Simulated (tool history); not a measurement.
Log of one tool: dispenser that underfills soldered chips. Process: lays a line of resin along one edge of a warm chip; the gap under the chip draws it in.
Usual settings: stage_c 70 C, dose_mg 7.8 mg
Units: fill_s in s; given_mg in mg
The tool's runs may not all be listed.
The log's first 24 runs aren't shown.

run,day,stage_c,dose_mg,hours of work since the syringe was changed,hours of work since the valve was cleaned,hours of work since the stage was calibrated,fill_s,given_mg
# day 4.904: new syringe of resin
25,4.962,75,7.55,1,10,203,33.8,7.58
26,5.096,83,9.92,3,13,206,28.9,9.83
27,5.262,83,7.8,6,15,208,34.6,7.72
28,5.383,70,7.81,8,17,210,57.6,7.7
# day 5.429: new syringe of resin
29,5.588,58,7.25,3,20,214,64.9,7.06
30,5.817,72,8.78,6,24,217,48.9,8.67
# day 5.967: new syringe of resin
31,5.996,61,7.77,0,27,220,52.4,7.57
32,6.246,61,7.77,5,31,224,64.2,7.52
# day 6.488: new syringe of resin
33,6.488,79,7.4,0,35,228,28.4,7.13
34,6.662,73,7.29,3,38,231,40.7,7.08
35,6.85,67,9.55,6,41,234,55.2,9.19
# day 6.954: dispensing valve cleaned and set on the balance
36,7.021,76,9.69,8,1,236,47.4,9.79

4 ways to go on from here, each from the tool as it stands after run 36. What would each give?
# day 7.054: new syringe of resin
A,7.212,57,7.36,3,4,239,?,?
# day 7.054: new syringe of resin
B,7.212,75,7.8,3,4,239,?,?
# day 7.054: new syringe of resin
C,7.212,61,7.64,3,4,239,?,?
# day 7.054: new syringe of resin
D,7.212,70,7.22,3,4,239,?,?

run,fill_s,given_mg
A,66.2,7.31
B,36.4,7.79
C,57.4,7.53
D,42.3,7.25
Without the tool's hidden state the same runs would have given:
run,fill_s,given_mg
A,55.8,7.3
B,30.8,7.78
C,48.4,7.52
D,35.8,7.24

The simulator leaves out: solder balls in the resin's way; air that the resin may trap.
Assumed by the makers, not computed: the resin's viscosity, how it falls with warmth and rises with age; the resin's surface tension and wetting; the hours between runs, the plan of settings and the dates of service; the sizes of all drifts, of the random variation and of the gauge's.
